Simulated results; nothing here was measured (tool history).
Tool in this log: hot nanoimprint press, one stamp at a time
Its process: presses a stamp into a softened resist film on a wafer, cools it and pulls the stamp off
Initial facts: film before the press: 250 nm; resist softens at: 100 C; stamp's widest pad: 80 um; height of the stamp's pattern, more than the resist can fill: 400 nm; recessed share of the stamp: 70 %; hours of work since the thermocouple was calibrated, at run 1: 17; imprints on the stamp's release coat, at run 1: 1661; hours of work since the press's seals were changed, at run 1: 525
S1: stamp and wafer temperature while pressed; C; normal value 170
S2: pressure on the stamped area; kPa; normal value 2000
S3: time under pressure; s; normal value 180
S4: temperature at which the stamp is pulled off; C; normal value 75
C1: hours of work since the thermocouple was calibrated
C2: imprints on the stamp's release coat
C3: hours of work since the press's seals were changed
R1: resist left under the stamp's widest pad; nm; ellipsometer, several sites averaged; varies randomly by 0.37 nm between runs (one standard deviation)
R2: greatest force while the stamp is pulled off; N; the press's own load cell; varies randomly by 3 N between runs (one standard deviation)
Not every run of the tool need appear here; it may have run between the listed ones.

run,hour,S1,S2,S3,S4,C1,C2,C3,R1,R2
1,0,170,2000,180,75,17,1661,525,106.2,197
2,43.8,170,2000,180,75,37,1817,545,106.6,199
3,73.8,170,2000,180,75,51,1924,559,105.9,207
4,98.6,170,2000,180,75,62,2012,570,105.5,198
5,141,170,2000,180,75,81,2163,589,105.5,200
6,171.2,170,2000,180,77,95,2271,603,105.6,196
# hour 216.6: stamp cleaned and given a new release coat
7,216.6,170,2000,254,64,113,0,621,92.4,229
8,257.1,170,2000,254,64,131,144,639,92.8,225
9,285,170,2220,180,75,144,244,652,98.8,197
10,340.6,170,2220,180,75,169,441,677,98.9,199

Consider 4 possible next runs. They are alternatives, not a sequence: every one starts from the tool as it was left by run 10. What does each give?
A,390.8,170,2250,150,75,192,620,700,?,?
B,390.8,177,2220,133,75,192,620,700,?,?
C,390.8,180,2000,180,75,192,620,700,?,?
D,390.8,170,2220,320,75,192,620,700,?,?

run,R1,R2
A,105,202
B,86.2,202
C,73.8,199
D,79.9,195
Had the tool no hidden state, the same runs would have come out as:
run,R1,R2
A,106.7,201
B,87.6,201
C,75,198
D,81.2,194
